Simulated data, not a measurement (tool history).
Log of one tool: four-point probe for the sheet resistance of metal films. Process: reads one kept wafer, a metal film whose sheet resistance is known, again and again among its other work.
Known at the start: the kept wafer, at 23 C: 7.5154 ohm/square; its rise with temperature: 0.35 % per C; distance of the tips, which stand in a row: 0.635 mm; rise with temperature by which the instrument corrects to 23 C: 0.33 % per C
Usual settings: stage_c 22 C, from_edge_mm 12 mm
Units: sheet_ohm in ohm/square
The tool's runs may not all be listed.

run   hour  stage_c  from_edge_mm  sheet_ohm
  1    0.0       22            12   7.524931
  2   24.4       22            12   7.522268
  3   46.6       22            12   7.523454
  4   78.5       22            12   7.524915
  5  113.4       22            12   7.526270
  6  127.8       22            12   7.524131
  7  162.0       22            12   7.523405
  8  185.3       21            49   7.514632
  9  219.7       19            25   7.509945
 10  253.8       33             4   7.630629
 11  268.5       20            19   7.515990
 12  287.4       21            19   7.514555
 13  317.2       33            12   7.539907
 14  331.5       33            12   7.540108

4 ways to go on from here, each from the tool as it stands after run 14. What would each give?
  A  362.9       33             6          ?
  B  362.9       28             4          ?
  C  362.9       24            60          ?
  D  362.9       19            10          ?

run  sheet_ohm
  A   7.573827
  B   7.624558
  C   7.517916
  D   7.525694
Without the tool's hidden state the same runs would have given:
run  sheet_ohm
  A   7.574655
  B   7.625384
  C   7.518726
  D   7.526497
